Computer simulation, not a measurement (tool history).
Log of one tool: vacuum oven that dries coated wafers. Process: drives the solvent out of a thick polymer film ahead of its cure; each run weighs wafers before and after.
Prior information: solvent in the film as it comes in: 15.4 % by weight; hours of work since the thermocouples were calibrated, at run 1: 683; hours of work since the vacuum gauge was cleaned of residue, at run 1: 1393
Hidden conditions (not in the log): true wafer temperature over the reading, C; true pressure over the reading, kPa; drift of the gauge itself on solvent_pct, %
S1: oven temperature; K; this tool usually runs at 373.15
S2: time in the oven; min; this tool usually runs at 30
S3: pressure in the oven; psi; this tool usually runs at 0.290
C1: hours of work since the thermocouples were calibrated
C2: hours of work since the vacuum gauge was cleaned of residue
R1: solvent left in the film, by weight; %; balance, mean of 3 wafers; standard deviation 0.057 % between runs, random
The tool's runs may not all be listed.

run,day,S1,S2,S3,C1,C2,R1
1,0.000,373.15,30,0.290,683,1393,3.35
2,3.717,373.15,30,0.209,754,1464,2.83
3,8.346,373.15,30,0.209,843,1553,2.91
4,10.646,373.15,39,0.209,887,1597,2.35
5,13.550,373.15,39,0.209,943,1653,2.34
6,18.117,373.15,39,0.209,1030,1740,2.42
7,23.179,373.15,39,0.209,1128,1837,2.40
8,25.650,373.15,30,0.290,1175,1885,3.40
9,29.942,373.15,30,0.290,1257,1967,3.39
10,32.525,373.15,30,0.570,1307,2017,5.40
11,34.904,373.15,30,0.290,1352,2062,3.35
12,39.029,373.15,30,0.290,1432,2141,3.29
13,43.400,373.15,30,0.290,1515,2225,3.41
14,46.825,373.15,30,0.290,1581,2291,3.40
# day 47.867: vacuum gauge cleaned of residue and calibrated
15,51.650,373.15,31,0.290,1673,73,2.55
16,54.042,373.15,31,0.290,1718,118,2.51
# day 56.296: oven's thermocouples calibrated
17,57.546,373.15,31,0.290,24,184,3.24
18,59.742,373.15,31,0.290,66,226,3.21
19,62.688,373.15,30,0.290,123,283,3.45
20,65.600,373.15,30,0.290,179,339,3.38
21,69.738,373.15,30,0.290,258,418,3.28
22,73.683,373.15,30,0.290,334,494,3.16
23,77.825,373.15,30,0.290,413,573,3.37
24,80.700,373.15,24,0.186,468,628,3.15
25,83.896,373.15,47,0.290,530,690,2.75
26,86.429,384.15,30,0.792,578,738,4.30
27,91.050,374.15,22,0.756,667,827,6.94
28,94.817,365.15,26,0.290,739,899,5.66
29,100.029,381.15,45,0.931,839,999,5.73
30,105.075,363.15,23,0.290,936,1096,6.73
31,108.725,363.15,32,0.290,1006,1166,5.51
32,111.742,363.15,32,0.290,1064,1224,5.51
33,116.083,382.15,25,0.290,1147,1307,2.10
34,118.250,382.15,20,0.461,1189,1349,3.35
35,123.396,382.15,22,0.906,1287,1447,5.38
36,126.400,373.15,30,0.502,1345,1505,4.73
37,129.242,369.15,53,0.290,1399,1560,3.29
38,131.958,369.15,53,0.290,1452,1612,3.27
39,136.662,369.15,53,0.290,1542,1702,3.25
40,141.258,369.15,53,0.290,1630,1790,3.39
41,143.512,363.15,53,0.152,1673,1833,3.06
42,146.108,384.15,47,0.506,1723,1883,2.99
# day 148.175: oven's thermocouples calibrated
43,149.938,362.15,47,0.506,34,1955,8.23
44,152.662,362.15,47,0.506,86,2007,8.18
45,156.171,370.15,30,0.422,153,2075,5.78
46,158.588,362.15,22,0.508,200,2121,9.69

Below are 4 alternative next runs, each starting from the tool's condition after run 46. Predict each:
A,161.721,365.15,17,0.173,260,2181,?
B,161.721,376.15,21,0.350,260,2181,?
C,161.721,387.15,46,0.947,260,2181,?
D,161.721,371.15,22,0.477,260,2181,?

run,R1
A,7.14
B,4.44
C,5.15
D,6.58
Stripped of hidden state, with their random variation kept, the same runs would have yielded:
run,R1
A,6.55
B,3.90
C,4.72
D,5.99

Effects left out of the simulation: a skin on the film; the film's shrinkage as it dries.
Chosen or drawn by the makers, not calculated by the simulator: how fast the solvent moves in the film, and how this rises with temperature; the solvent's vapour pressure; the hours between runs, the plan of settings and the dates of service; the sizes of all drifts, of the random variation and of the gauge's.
